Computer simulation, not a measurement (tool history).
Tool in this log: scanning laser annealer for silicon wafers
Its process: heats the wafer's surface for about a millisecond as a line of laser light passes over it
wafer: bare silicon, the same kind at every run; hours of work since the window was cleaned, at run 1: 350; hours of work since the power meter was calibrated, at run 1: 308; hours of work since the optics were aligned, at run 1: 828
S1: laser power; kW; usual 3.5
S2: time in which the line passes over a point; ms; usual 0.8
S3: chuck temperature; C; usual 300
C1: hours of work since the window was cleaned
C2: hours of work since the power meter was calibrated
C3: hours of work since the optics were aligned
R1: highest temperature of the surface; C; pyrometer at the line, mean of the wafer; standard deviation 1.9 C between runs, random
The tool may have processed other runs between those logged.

Run 1, hour 0: usual settings; C1 350; C2 308; C3 828. Result: R1 1111 C.
Run 2, hour 8.5: usual settings; C1 357; C2 315; C3 834. Result: R1 1111 C.
Run 3, hour 15.1: usual settings; C1 361; C2 320; C3 839. Result: R1 1113 C.
Run 4, hour 23.5: usual settings; C1 368; C2 326; C3 845. Result: R1 1113 C.
Run 5, hour 34.9: usual settings; C1 376; C2 334; C3 854. Result: R1 1111 C.
Run 6, hour 46.8: usual settings; C1 385; C2 343; C3 863. Result: R1 1112 C.
Run 7, hour 55.9: usual settings; C1 392; C2 350; C3 870. Result: R1 1114 C.
Run 8, hour 68.1: usual settings but S2 0.624 ms; C1 401; C2 359; C3 879. Result: R1 1009 C.
Run 9, hour 74.3: usual settings but S2 0.624 ms; C1 406; C2 364; C3 883. Result: R1 1011 C.
Run 10, hour 87.5: usual settings but S1 3.087 kW; C1 415; C2 374; C3 893. Result: R1 1021 C.
Run 11, hour 97.5: usual settings but S1 3.341 kW, S2 0.698 ms; C1 423; C2 381; C3 901. Result: R1 1025 C.
Run 12, hour 104.3: usual settings but S2 0.733 ms; C1 428; C2 386; C3 906. Result: R1 1075 C.
Run 13, hour 110.5: usual settings but S1 3.645 kW, S3 324 C; C1 433; C2 391; C3 910. Result: R1 1167 C.
Run 14, hour 118.4: usual settings but S1 3.645 kW, S3 324 C; C1 438; C2 397; C3 916. Result: R1 1167 C.
Run 15, hour 126.6: usual settings but S1 3.653 kW, S2 0.689 ms, S3 281 C; C1 445; C2 403; C3 922. Result: R1 1063 C.
Run 16, hour 137.1: usual settings but S1 3.84 kW, S2 0.713 ms, S3 281 C; C1 452; C2 411; C3 930. Result: R1 1111 C.
Run 17, hour 143.1: usual settings but S1 3.745 kW, S2 0.713 ms, S3 271 C; C1 457; C2 415; C3 935. Result: R1 1083 C.
Run 18, hour 150.4: usual settings but S1 3.691 kW, S2 0.575 ms, S3 267 C; C1 462; C2 420; C3 940. Result: R1 981 C.
Run 19, hour 159.7: usual settings but S3 338 C; C1 469; C2 427; C3 947. Result: R1 1147 C.
Run 20, hour 165.7: usual settings but S1 3.676 kW; C1 474; C2 432; C3 951. Result: R1 1148 C.

5 ways to go on from here, each from the tool as it stands after run 20. What would each give?
Run A, hour 178.3: usual settings but S1 3.792 kW; C1 483; C2 441; C3 961. Result: R1 ?.
Run B, hour 178.3: usual settings but S2 0.614 ms, S3 333 C; C1 483; C2 441; C3 961. Result: R1 ?.
Run C, hour 178.3: usual settings but S1 3.676 kW, S2 0.588 ms, S3 295 C; C1 483; C2 441; C3 961. Result: R1 ?.
Run D, hour 178.3: usual settings but S1 3.485 kW, S2 0.871 ms, S3 262 C; C1 483; C2 441; C3 961. Result: R1 ?.
Run E, hour 178.3: usual settings but S1 3.131 kW, S2 0.578 ms, S3 296 C; C1 483; C2 441; C3 961. Result: R1 ?.

run    R1
  A  1173
  B  1040
  C  1017
  D  1109
  E   912
Stripped of hidden state, with their random variation kept, the same runs would have yielded:
run    R1
  A  1174
  B  1041
  C  1017
  D  1109
  E   912

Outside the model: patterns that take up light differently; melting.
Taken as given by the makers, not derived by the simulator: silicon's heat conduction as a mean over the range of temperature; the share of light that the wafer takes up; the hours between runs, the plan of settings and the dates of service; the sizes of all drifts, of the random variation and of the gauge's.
